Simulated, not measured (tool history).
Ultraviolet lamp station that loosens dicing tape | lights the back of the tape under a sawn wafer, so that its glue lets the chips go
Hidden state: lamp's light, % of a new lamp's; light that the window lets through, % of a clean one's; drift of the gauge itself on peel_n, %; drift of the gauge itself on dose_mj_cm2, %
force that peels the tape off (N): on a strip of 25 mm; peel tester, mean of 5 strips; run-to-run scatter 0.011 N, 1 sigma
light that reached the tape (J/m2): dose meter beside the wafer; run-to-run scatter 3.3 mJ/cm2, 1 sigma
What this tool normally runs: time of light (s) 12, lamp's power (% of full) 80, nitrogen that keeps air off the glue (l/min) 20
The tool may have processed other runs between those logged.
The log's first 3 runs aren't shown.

run,hour,time of light (s),lamp's power (% of full),nitrogen that keeps air off the glue (l/min),hours of work of the lamp,hours of work since the window was cleaned,force that peels the tape off (N),light that reached the tape (J/m2)
4,99.4,12,83,20,857,137,0.749,4250
5,148.8,12,83,20,882,162,0.797,4090
6,173.4,12,80,20,894,174,0.833,3900
7,197.3,12,80,20,906,186,0.862,3900
8,247.1,12,80,20,932,212,0.9,3740
9,290.4,12,80,20,953,234,0.883,3700
10,325.1,12,80,20,971,251,0.94,3670
# hour 347.8: window cleaned of glue's vapour
11,352.2,12,80,20,985,2,0.709,4270
12,390.1,12,80,20,1004,22,0.762,4170
13,433.1,12,80,20,1026,43,0.769,4110
14,468.5,12,80,20,1044,61,0.778,4040
15,516,12,80,20,1068,85,0.821,3950
16,549,12,80,20,1085,102,0.83,3950
17,593.7,12,80,20,1107,125,0.836,3820
18,633.5,7,80,20,1127,145,1.949,2210
19,659.8,12,80,20,1141,158,0.871,3740
20,706.9,12,80,20,1165,182,0.962,3640

Forecast run 21:
21,734.8,23,80,11,1179,197,?,?

For run 21 the tool returned force that peels the tape off (N) 0.395, light that reached the tape (J/m2) 6800.
Without the tool's hidden state the same run would have given force that peels the tape off (N) 0.248, light that reached the tape (J/m2) 9880.
